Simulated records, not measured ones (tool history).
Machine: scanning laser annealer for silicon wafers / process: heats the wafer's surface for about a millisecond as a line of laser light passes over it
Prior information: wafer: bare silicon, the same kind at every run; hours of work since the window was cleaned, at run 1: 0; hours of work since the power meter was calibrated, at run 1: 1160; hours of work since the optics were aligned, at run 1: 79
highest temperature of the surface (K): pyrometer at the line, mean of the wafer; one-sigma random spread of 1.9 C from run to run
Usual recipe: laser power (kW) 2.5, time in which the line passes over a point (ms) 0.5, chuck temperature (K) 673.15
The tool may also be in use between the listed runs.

run     day  laser power (kW)  time in which the line passes over a point (ms)  chuck temperature (K)  hours of work since the window was cleaned  hours of work since the power meter was calibrated  hours of work since the optics were aligned  highest temperature of the surface (K)
  1       0               2.5                                              0.5                 673.15                                           0                                                1160                                           79                                 1513.15
  2   1.654               2.5                                              0.5                 673.15                                          31                                                1191                                          111                                 1506.15
  3   3.467               2.5                                              0.5                 673.15                                          66                                                1226                                          145                                 1501.15
  4   5.271               2.5                                              0.5                 673.15                                         100                                                1260                                          180                                 1498.15
  5     6.3               2.5                                              0.5                 673.15                                         120                                                1280                                          199                                 1499.15
  6   7.446               2.5                                              0.5                 673.15                                         142                                                1301                                          221                                 1496.15
  7   8.779             2.145                                              0.5                 673.15                                         167                                                1327                                          246                                 1354.15
  8  10.925               2.5                                             0.62                 673.15                                         208                                                1368                                          287                                 1576.15
  9    13.2               2.5                                             0.62                 673.15                                         251                                                1411                                          331                                 1574.15
 10  14.646               2.5                                              0.5                 673.15                                         279                                                1438                                          358                                 1479.15
 11  16.779               2.5                                              0.5                 673.15                                         319                                                1479                                          399                                 1478.15
 12  19.212               2.5                                              0.5                 673.15                                         366                                                1525                                          445                                 1472.15
 13  20.667               2.5                                              0.5                 673.15                                         393                                                1553                                          473                                 1469.15
 14  22.629               2.5                                              0.5                 673.15                                         431                                                1590                                          510                                 1468.15
 15  24.808               2.5                                            0.435                 673.15                                         472                                                1632                                          551                                 1410.15
 16  27.317               2.5                                              0.5                 673.15                                         520                                                1679                                          599                                 1457.15
 17  28.354               2.5                                            0.498                 673.15                                         540                                                1699                                          619                                 1454.15
 18  30.846               2.5                                            0.498                 673.15                                         587                                                1747                                          666                                 1452.15
 19  32.417               2.5                                              0.5                 701.15                                         617                                                1776                                          696                                 1474.15
 20  33.842               2.5                                              0.5                 701.15                                         644                                                1804                                          723                                 1474.15
     34.796  -- window over the wafer cleaned
 21  35.446             2.742                                            0.564                 661.15                                          12                                                1833                                          752                                 1644.15
     36.371  -- optics aligned, line set to its width
 22  37.438             2.709                                            0.587                 665.15                                          46                                                1866                                           20                                 1664.15
 23  38.683             2.709                                            0.587                 665.15                                          70                                                1890                                           44                                 1661.15
 24  40.754               2.5                                            0.535                 712.15                                         109                                                1930                                           83                                 1578.15
 25  42.225               2.5                                            0.535                 712.15                                         137                                                1958                                          111                                 1566.15
 26  43.733               2.5                                            0.535                 677.15                                         166                                                1986                                          140                                 1531.15
 27  46.092               2.5                                            0.535                 677.15                                         211                                                2031                                          185                                 1528.15
     46.333  -- laser's power meter calibrated
 28  48.183             2.621                                            0.535                 677.15                                         248                                                  35                                          222                                 1575.15
 29  49.467             2.331                                            0.617                 676.15                                         273                                                  60                                          247                                 1507.15
 30  50.833             2.174                                            0.472                 663.15                                         299                                                  86                                          273                                 1334.15
 31  53.079               2.5                                            0.442                 657.15                                         342                                                 128                                          316                                 1421.15
 32    55.1               2.5                                            0.442                 657.15                                         380                                                 167                                          354                                 1420.15
 33  56.558             2.489                                            0.382                 689.15                                         408                                                 195                                          382                                 1393.15
     58.517  -- laser's power meter calibrated, once more
 34  59.133               2.5                                            0.399                 644.15                                         454                                                  12                                          428                                 1359.15
 35  60.692             2.367                                              0.5                 673.15                                         484                                                  41                                          458                                 1413.15

Predict the results of run 36:
 36  62.133             2.679                                            0.465                 673.15                                         511                                                  69                                          485                                       ?

Run 36 produced highest temperature of the surface (K) 1504.15.
If the tool had no hidden condition, the same run with the same run-to-run variation would have returned highest temperature of the surface (K) 1559.15.
